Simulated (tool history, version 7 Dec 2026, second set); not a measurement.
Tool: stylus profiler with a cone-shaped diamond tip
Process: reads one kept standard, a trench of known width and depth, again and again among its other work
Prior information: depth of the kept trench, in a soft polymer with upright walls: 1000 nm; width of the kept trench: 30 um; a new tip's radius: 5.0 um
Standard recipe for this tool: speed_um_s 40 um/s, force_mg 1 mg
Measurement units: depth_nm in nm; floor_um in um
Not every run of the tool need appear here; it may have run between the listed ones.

{"run": 1, "day": 0.0, "speed_um_s": 40, "force_mg": 1, "depth_nm": 1003.86, "floor_um": 23.16}
{"run": 2, "day": 1.054, "speed_um_s": 40, "force_mg": 1, "depth_nm": 1003.58, "floor_um": 23.16}
{"run": 3, "day": 2.204, "speed_um_s": 40, "force_mg": 1, "depth_nm": 1003.71, "floor_um": 23.16}
{"run": 4, "day": 4.042, "speed_um_s": 40, "force_mg": 1, "depth_nm": 1003.56, "floor_um": 23.12}
{"run": 5, "day": 6.3, "speed_um_s": 40, "force_mg": 1, "depth_nm": 1003.27, "floor_um": 23.09}
{"run": 6, "day": 8.092, "speed_um_s": 40, "force_mg": 1, "depth_nm": 1003.53, "floor_um": 23.06}
{"run": 7, "day": 9.158, "speed_um_s": 40, "force_mg": 1, "depth_nm": 1003.52, "floor_um": 23.04}
{"run": 8, "day": 10.688, "speed_um_s": 40, "force_mg": 1.21, "depth_nm": 1004.22, "floor_um": 23.03}
{"run": 9, "day": 12.525, "speed_um_s": 40, "force_mg": 1.21, "depth_nm": 1004.19, "floor_um": 23.03}
{"run": 10, "day": 14.383, "speed_um_s": 40, "force_mg": 1, "depth_nm": 1003.43, "floor_um": 23.02}
{"run": 11, "day": 16.496, "speed_um_s": 11, "force_mg": 1, "depth_nm": 1003.75, "floor_um": 23.14}
{"run": 12, "day": 18.708, "speed_um_s": 32, "force_mg": 1, "depth_nm": 1003.11, "floor_um": 22.97}
{"run": 13, "day": 20.875, "speed_um_s": 32, "force_mg": 1, "depth_nm": 1003.25, "floor_um": 22.87}
{"run": 14, "day": 22.942, "speed_um_s": 32, "force_mg": 1, "depth_nm": 1002.96, "floor_um": 22.91}
{"run": 15, "day": 25.0, "speed_um_s": 76, "force_mg": 1, "depth_nm": 1003.33, "floor_um": 22.73}
{"run": 16, "day": 26.467, "speed_um_s": 76, "force_mg": 1, "depth_nm": 1003.01, "floor_um": 22.71}
{"run": 17, "day": 27.742, "speed_um_s": 47, "force_mg": 1, "depth_nm": 1003.06, "floor_um": 22.78}
{"run": 18, "day": 29.492, "speed_um_s": 10, "force_mg": 2.27, "depth_nm": 1006.14, "floor_um": 22.86}
{"run": 19, "day": 30.55, "speed_um_s": 28, "force_mg": 0.72, "depth_nm": 1002.19, "floor_um": 22.77}
{"run": 20, "day": 32.433, "speed_um_s": 58, "force_mg": 1.08, "depth_nm": 1003.46, "floor_um": 22.73}

Run 21 is up next; what results do you expect?
{"run": 21, "day": 34.333, "speed_um_s": 18, "force_mg": 0.53, "depth_nm": "?", "floor_um": "?"}

{"run 21": {"depth_nm": 1001.69, "floor_um": 22.81}}
The same run, on a tool lacking any hidden state, would have yielded depth_nm 1003.04 nm, floor_um 23.97 um.
